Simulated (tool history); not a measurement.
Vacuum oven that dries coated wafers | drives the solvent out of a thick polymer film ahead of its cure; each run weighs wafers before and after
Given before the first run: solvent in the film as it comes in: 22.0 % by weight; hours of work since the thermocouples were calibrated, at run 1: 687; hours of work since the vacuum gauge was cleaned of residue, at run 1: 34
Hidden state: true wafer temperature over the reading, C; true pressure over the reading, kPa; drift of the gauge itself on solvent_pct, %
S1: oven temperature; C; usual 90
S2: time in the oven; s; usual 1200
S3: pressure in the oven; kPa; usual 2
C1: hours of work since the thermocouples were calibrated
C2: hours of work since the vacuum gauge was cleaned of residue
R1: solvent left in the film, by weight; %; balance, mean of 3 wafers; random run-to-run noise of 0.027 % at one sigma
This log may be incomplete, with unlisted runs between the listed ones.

{"run": 1, "day": 0.0, "S1": 90, "S2": 1200, "S3": 2, "C1": 687, "C2": 34, "R1": 4.59}
{"run": 2, "day": 0.679, "S1": 90, "S2": 1200, "S3": 2, "C1": 700, "C2": 46, "R1": 4.59}
{"run": 3, "day": 1.45, "S1": 85, "S2": 1200, "S3": 2, "C1": 714, "C2": 60, "R1": 6.93}
{"run": 4, "day": 2.229, "S1": 85, "S2": 1200, "S3": 2, "C1": 728, "C2": 74, "R1": 6.94}
{"run": 5, "day": 2.708, "S1": 85, "S2": 1200, "S3": 2, "C1": 737, "C2": 83, "R1": 6.93}
{"run": 6, "day": 3.45, "S1": 85, "S2": 1200, "S3": 2, "C1": 750, "C2": 97, "R1": 6.99}
{"run": 7, "day": 3.992, "S1": 85, "S2": 1200, "S3": 2, "C1": 760, "C2": 106, "R1": 6.93}
{"run": 8, "day": 4.354, "S1": 92, "S2": 1200, "S3": 2, "C1": 766, "C2": 113, "R1": 3.78}
{"run": 9, "day": 4.762, "S1": 90, "S2": 660, "S3": 2, "C1": 774, "C2": 120, "R1": 8.28}
{"run": 10, "day": 5.175, "S1": 90, "S2": 1200, "S3": 2, "C1": 781, "C2": 128, "R1": 4.62}
{"run": 11, "day": 5.783, "S1": 90, "S2": 1200, "S3": 2, "C1": 792, "C2": 139, "R1": 4.61}
{"run": 12, "day": 6.546, "S1": 89, "S2": 1200, "S3": 2, "C1": 806, "C2": 153, "R1": 5.02}
{"run": 13, "day": 7.204, "S1": 103, "S2": 960, "S3": 2, "C1": 818, "C2": 165, "R1": 1.5}
{"run": 14, "day": 7.55, "S1": 103, "S2": 960, "S3": 2, "C1": 825, "C2": 171, "R1": 1.48}
{"run": 15, "day": 8.054, "S1": 103, "S2": 960, "S3": 2, "C1": 834, "C2": 180, "R1": 1.48}
{"run": 16, "day": 8.812, "S1": 103, "S2": 960, "S3": 2, "C1": 847, "C2": 194, "R1": 1.51}
{"run": 17, "day": 9.583, "S1": 97, "S2": 1380, "S3": 5.45, "C1": 861, "C2": 208, "R1": 3.2}
{"run": 18, "day": 10.008, "S1": 97, "S2": 1860, "S3": 2, "C1": 869, "C2": 216, "R1": 1.22}
{"run": 19, "day": 10.483, "S1": 97, "S2": 1860, "S3": 2, "C1": 878, "C2": 224, "R1": 1.2}
{"day": 10.725, "done": "oven's thermocouples calibrated"}
{"run": 20, "day": 11.271, "S1": 97, "S2": 1860, "S3": 2, "C1": 10, "C2": 237, "R1": 1.2}
{"run": 21, "day": 11.988, "S1": 97, "S2": 1860, "S3": 2, "C1": 23, "C2": 250, "R1": 1.21}
{"run": 22, "day": 12.712, "S1": 97, "S2": 1860, "S3": 2, "C1": 36, "C2": 263, "R1": 1.18}

For some of the steps in R1 from one run to the next: how much would appear even if the tool had no hidden state, given the settings, what came in and random variation, and how much remains for the hidden state plus any gauge scatter that the measured result and the result without hidden state don't share?
Run 1 -> 2: no setting touched and nothing written in the log between the runs. R1 +0 %: hidden state -0.01, all else +0.01.
Run 8 -> 9: S1 92 -> 90, S2 1200 -> 660. R1 +4.5 %: hidden state +0, all else +4.5.
Run 9 -> 10: S2 660 -> 1200. R1 -3.66 %: hidden state +0, all else -3.66.
Run 12 -> 13: S1 89 -> 103, S2 1200 -> 960. R1 -3.52 %: hidden state +0.01, all else -3.53.
